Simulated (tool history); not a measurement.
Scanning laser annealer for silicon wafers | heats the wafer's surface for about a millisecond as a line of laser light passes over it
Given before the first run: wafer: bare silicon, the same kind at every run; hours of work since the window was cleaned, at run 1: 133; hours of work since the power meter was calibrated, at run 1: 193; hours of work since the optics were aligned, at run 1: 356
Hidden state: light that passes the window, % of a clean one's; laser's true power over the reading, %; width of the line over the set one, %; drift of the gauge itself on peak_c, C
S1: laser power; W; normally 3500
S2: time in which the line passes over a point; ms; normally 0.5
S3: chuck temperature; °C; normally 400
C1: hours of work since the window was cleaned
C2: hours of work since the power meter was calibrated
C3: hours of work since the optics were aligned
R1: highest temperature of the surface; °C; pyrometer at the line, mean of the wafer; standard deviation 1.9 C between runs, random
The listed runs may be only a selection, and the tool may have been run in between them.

| run | hour | S1 | S2 | S3 | C1 | C2 | C3 | R1 |
|---|---|---|---|---|---|---|---|---|
| 1 | 0 | 3500 | 0.5 | 400 | 133 | 193 | 356 | 1082 |
| 2 | 13 | 3500 | 0.5 | 400 | 141 | 201 | 364 | 1080 |
| 3 | 35.9 | 3500 | 0.5 | 385 | 155 | 215 | 379 | 1063 |
| 4 | 50.3 | 3500 | 0.5 | 385 | 164 | 224 | 388 | 1064 |
| 5 | 73.6 | 3500 | 0.5 | 436 | 179 | 239 | 402 | 1112 |
| 6 | 95.2 | 3500 | 0.5 | 400 | 193 | 253 | 416 | 1075 |
| 7 | 117.5 | 3500 | 0.5 | 400 | 207 | 267 | 430 | 1071 |
| 8 | 137.5 | 3500 | 0.5 | 400 | 219 | 279 | 443 | 1067 |
| 9 | 156.7 | 3500 | 0.483 | 400 | 231 | 291 | 455 | 1058 |
| 10 | 172.1 | 3500 | 0.483 | 387 | 241 | 301 | 464 | 1040 |
| 11 | 195.7 | 3640 | 0.483 | 387 | 256 | 316 | 479 | 1066 |
| 12 | 214.4 | 3640 | 0.483 | 387 | 267 | 327 | 491 | 1063 |
| 13 | 232.2 | 3640 | 0.483 | 387 | 279 | 339 | 502 | 1061 |
| 14 | 248.1 | 3640 | 0.483 | 387 | 289 | 349 | 512 | 1061 |
| 15 | 261.5 | 3640 | 0.483 | 387 | 297 | 357 | 521 | 1062 |
|  | 275.5 | window over the wafer cleaned |
| 16 | 286.6 | 3640 | 0.483 | 387 | 7 | 372 | 535 | 1101 |
| 17 | 299.6 | 3640 | 0.483 | 387 | 15 | 380 | 543 | 1097 |
| 18 | 314.6 | 3441 | 0.5 | 400 | 25 | 389 | 553 | 1082 |
| 19 | 329.1 | 3441 | 0.5 | 400 | 34 | 398 | 562 | 1078 |
| 20 | 347.7 | 3500 | 0.352 | 400 | 45 | 410 | 573 | 968 |
| 21 | 360.8 | 3500 | 0.352 | 400 | 54 | 418 | 582 | 970 |
| 22 | 381.7 | 3500 | 0.565 | 380 | 67 | 431 | 595 | 1117 |
| 23 | 391.9 | 3375 | 0.565 | 380 | 73 | 438 | 601 | 1084 |
| 24 | 412.9 | 3045 | 0.467 | 391 | 86 | 451 | 614 | 957 |
| 25 | 433.6 | 3500 | 0.362 | 398 | 99 | 464 | 627 | 969 |
| 26 | 457.3 | 3500 | 0.5 | 413 | 114 | 479 | 642 | 1092 |
| 27 | 475.6 | 3050 | 0.516 | 400 | 126 | 490 | 654 | 992 |
| 28 | 488.5 | 3500 | 0.561 | 420 | 134 | 498 | 662 | 1142 |
| 29 | 500.7 | 3597 | 0.37 | 360 | 142 | 506 | 670 | 949 |
| 30 | 522.3 | 3597 | 0.37 | 360 | 155 | 520 | 683 | 945 |
| 31 | 541.2 | 3527 | 0.356 | 361 | 167 | 532 | 695 | 923 |
| 32 | 561.4 | 3527 | 0.356 | 361 | 180 | 544 | 708 | 921 |
| 33 | 581.3 | 3217 | 0.546 | 419 | 192 | 557 | 720 | 1056 |
|  | 597.6 | optics aligned, line set to its width |
| 34 | 607.3 | 3300 | 0.38 | 392 | 205 | 570 | 6 | 937 |
| 35 | 628.8 | 3013 | 0.459 | 420 | 219 | 583 | 20 | 966 |
| 36 | 650.4 | 3269 | 0.5 | 400 | 232 | 597 | 33 | 1023 |
| 37 | 668.8 | 3269 | 0.5 | 410 | 244 | 609 | 45 | 1030 |
| 38 | 679.6 | 3269 | 0.5 | 410 | 251 | 615 | 52 | 1029 |
| 39 | 700.3 | 3500 | 0.541 | 402 | 264 | 628 | 65 | 1097 |
| 40 | 714.2 | 2976 | 0.588 | 420 | 272 | 637 | 73 | 1029 |

What if the next run were any one of these 5? Each begins from the tool's condition after run 40:
| A | 725.6 | 3500 | 0.5 | 377 | 280 | 644 | 80 | ? |
| B | 725.6 | 3656 | 0.415 | 420 | 280 | 644 | 80 | ? |
| C | 725.6 | 3128 | 0.5 | 400 | 280 | 644 | 80 | ? |
| D | 725.6 | 3301 | 0.546 | 401 | 280 | 644 | 80 | ? |
| E | 725.6 | 3449 | 0.402 | 360 | 280 | 644 | 80 | ? |

| run | R1 |
|---|---|
| A | 1039 |
| B | 1044 |
| C | 987 |
| D | 1051 |
| E | 938 |
Without the tool's hidden state the same runs would have given:
| run | R1 |
|---|---|
| A | 1084 |
| B | 1087 |
| C | 1027 |
| D | 1095 |
| E | 977 |
